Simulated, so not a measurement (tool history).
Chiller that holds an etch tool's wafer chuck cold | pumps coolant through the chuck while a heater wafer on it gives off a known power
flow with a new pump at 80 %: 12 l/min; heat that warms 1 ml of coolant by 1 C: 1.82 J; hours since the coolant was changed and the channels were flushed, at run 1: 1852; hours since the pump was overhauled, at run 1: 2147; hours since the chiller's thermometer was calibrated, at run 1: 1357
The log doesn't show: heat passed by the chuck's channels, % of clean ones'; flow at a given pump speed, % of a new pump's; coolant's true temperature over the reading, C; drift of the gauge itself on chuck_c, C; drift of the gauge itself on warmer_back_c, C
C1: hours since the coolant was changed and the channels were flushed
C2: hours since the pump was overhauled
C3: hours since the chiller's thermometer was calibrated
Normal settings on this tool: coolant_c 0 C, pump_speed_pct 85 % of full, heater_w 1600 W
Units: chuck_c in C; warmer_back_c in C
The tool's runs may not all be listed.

run 1 hour=0.0 | coolant_c=0 pump_speed_pct=85 heater_w=1600 | C1=1852 C2=2147 C3=1357 | chuck_c=10.7 warmer_back_c=4.09
run 2 hour=58.5 | coolant_c=0 pump_speed_pct=85 heater_w=1600 | C1=1910 C2=2206 C3=1416 | chuck_c=10.8 warmer_back_c=4.08
run 3 hour=103.5 | coolant_c=0 pump_speed_pct=85 heater_w=1600 | C1=1956 C2=2251 C3=1461 | chuck_c=10.9 warmer_back_c=4.12
run 4 hour=138.8 | coolant_c=0 pump_speed_pct=85 heater_w=1600 | C1=1991 C2=2286 C3=1496 | chuck_c=10.9 warmer_back_c=4.05
run 5 hour=184.0 | coolant_c=0 pump_speed_pct=85 heater_w=1600 | C1=2036 C2=2331 C3=1541 | chuck_c=10.8 warmer_back_c=4.09
run 6 hour=239.2 | coolant_c=0 pump_speed_pct=85 heater_w=1600 | C1=2091 C2=2386 C3=1596 | chuck_c=10.8 warmer_back_c=4.12
run 7 hour=278.9 | coolant_c=0 pump_speed_pct=85 heater_w=1600 | C1=2131 C2=2426 C3=1636 | chuck_c=10.7 warmer_back_c=4.11
run 8 hour=327.2 | coolant_c=0 pump_speed_pct=85 heater_w=1600 | C1=2179 C2=2474 C3=1684 | chuck_c=10.9 warmer_back_c=4.07
run 9 hour=375.0 | coolant_c=0 pump_speed_pct=85 heater_w=1600 | C1=2227 C2=2522 C3=1732 | chuck_c=11.0 warmer_back_c=4.10
run 10 hour=416.1 | coolant_c=0 pump_speed_pct=85 heater_w=1600 | C1=2268 C2=2563 C3=1773 | chuck_c=10.9 warmer_back_c=4.10
run 11 hour=454.7 | coolant_c=0 pump_speed_pct=85 heater_w=1600 | C1=2307 C2=2602 C3=1812 | chuck_c=10.7 warmer_back_c=4.06
run 12 hour=507.2 | coolant_c=0 pump_speed_pct=85 heater_w=1600 | C1=2359 C2=2654 C3=1864 | chuck_c=10.9 warmer_back_c=4.05
run 13 hour=551.1 | coolant_c=0 pump_speed_pct=85 heater_w=1600 | C1=2403 C2=2698 C3=1908 | chuck_c=11.0 warmer_back_c=4.06
run 14 hour=586.4 | coolant_c=0 pump_speed_pct=85 heater_w=1600 | C1=2438 C2=2734 C3=1943 | chuck_c=10.8 warmer_back_c=4.05
run 15 hour=623.9 | coolant_c=0 pump_speed_pct=85 heater_w=1998 | C1=2476 C2=2771 C3=1981 | chuck_c=13.6 warmer_back_c=5.08
run 16 hour=659.5 | coolant_c=0 pump_speed_pct=85 heater_w=1998 | C1=2512 C2=2807 C3=2017 | chuck_c=13.4 warmer_back_c=5.02
run 17 hour=715.4 | coolant_c=0 pump_speed_pct=85 heater_w=1998 | C1=2567 C2=2863 C3=2072 | chuck_c=13.5 warmer_back_c=5.10
run 18 hour=763.0 | coolant_c=9 pump_speed_pct=85 heater_w=1023 | C1=2615 C2=2910 C3=2120 | chuck_c=16.0 warmer_back_c=2.58
run 19 hour=822.4 | coolant_c=9 pump_speed_pct=85 heater_w=1023 | C1=2674 C2=2970 C3=2179 | chuck_c=15.9 warmer_back_c=2.56
run 20 hour=863.5 | coolant_c=9 pump_speed_pct=85 heater_w=1023 | C1=2716 C2=3011 C3=2221 | chuck_c=15.9 warmer_back_c=2.52
run 21 hour=891.4 | coolant_c=9 pump_speed_pct=85 heater_w=1023 | C1=2743 C2=3038 C3=2248 | chuck_c=15.9 warmer_back_c=2.56

What does the tool deliver on the next run?
run 22 hour=937.3 | coolant_c=9 pump_speed_pct=85 heater_w=1023 | C1=2789 C2=3084 C3=2294 | chuck_c=? warmer_back_c=?

chuck_c: 15.9 C
warmer_back_c: 2.53 C
Had the tool carried no hidden state, the very same run would have given chuck_c 15.9 C, warmer_back_c 2.62 C.
